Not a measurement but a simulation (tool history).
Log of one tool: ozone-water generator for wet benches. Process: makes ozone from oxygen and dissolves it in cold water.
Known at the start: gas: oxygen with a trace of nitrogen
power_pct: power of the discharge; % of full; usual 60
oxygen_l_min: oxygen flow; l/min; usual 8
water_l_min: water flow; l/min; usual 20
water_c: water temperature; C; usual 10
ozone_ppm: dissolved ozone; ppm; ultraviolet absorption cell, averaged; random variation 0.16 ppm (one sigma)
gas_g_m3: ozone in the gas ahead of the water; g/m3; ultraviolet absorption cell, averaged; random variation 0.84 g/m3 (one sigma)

Run 1, hour 0: usual settings. Result: ozone_ppm 20.2 ppm, gas_g_m3 132.8 g/m3.
Run 2, hour 63.6: usual settings. Result: ozone_ppm 20.2 ppm, gas_g_m3 131.3 g/m3.
Run 3, hour 146.8: usual settings but power_pct 88 % of full. Result: ozone_ppm 25.7 ppm, gas_g_m3 166.4 g/m3.
Run 4, hour 247.6: usual settings but power_pct 88 % of full. Result: ozone_ppm 25.8 ppm, gas_g_m3 166.7 g/m3.
Run 5, hour 357.3: usual settings but power_pct 88 % of full. Result: ozone_ppm 25.8 ppm, gas_g_m3 164.6 g/m3.
Run 6, hour 474.5: usual settings but power_pct 44 % of full. Result: ozone_ppm 16.9 ppm, gas_g_m3 108.7 g/m3.

Forecast run 7:
Run 7, hour 570.5: usual settings but power_pct 44 % of full. Result: ozone_ppm ?, gas_g_m3 ?.

ozone_ppm: 16.6 ppm
gas_g_m3: 109.7 g/m3
Without the tool's hidden state the same run would have given ozone_ppm 17.6 ppm, gas_g_m3 111.4 g/m3.

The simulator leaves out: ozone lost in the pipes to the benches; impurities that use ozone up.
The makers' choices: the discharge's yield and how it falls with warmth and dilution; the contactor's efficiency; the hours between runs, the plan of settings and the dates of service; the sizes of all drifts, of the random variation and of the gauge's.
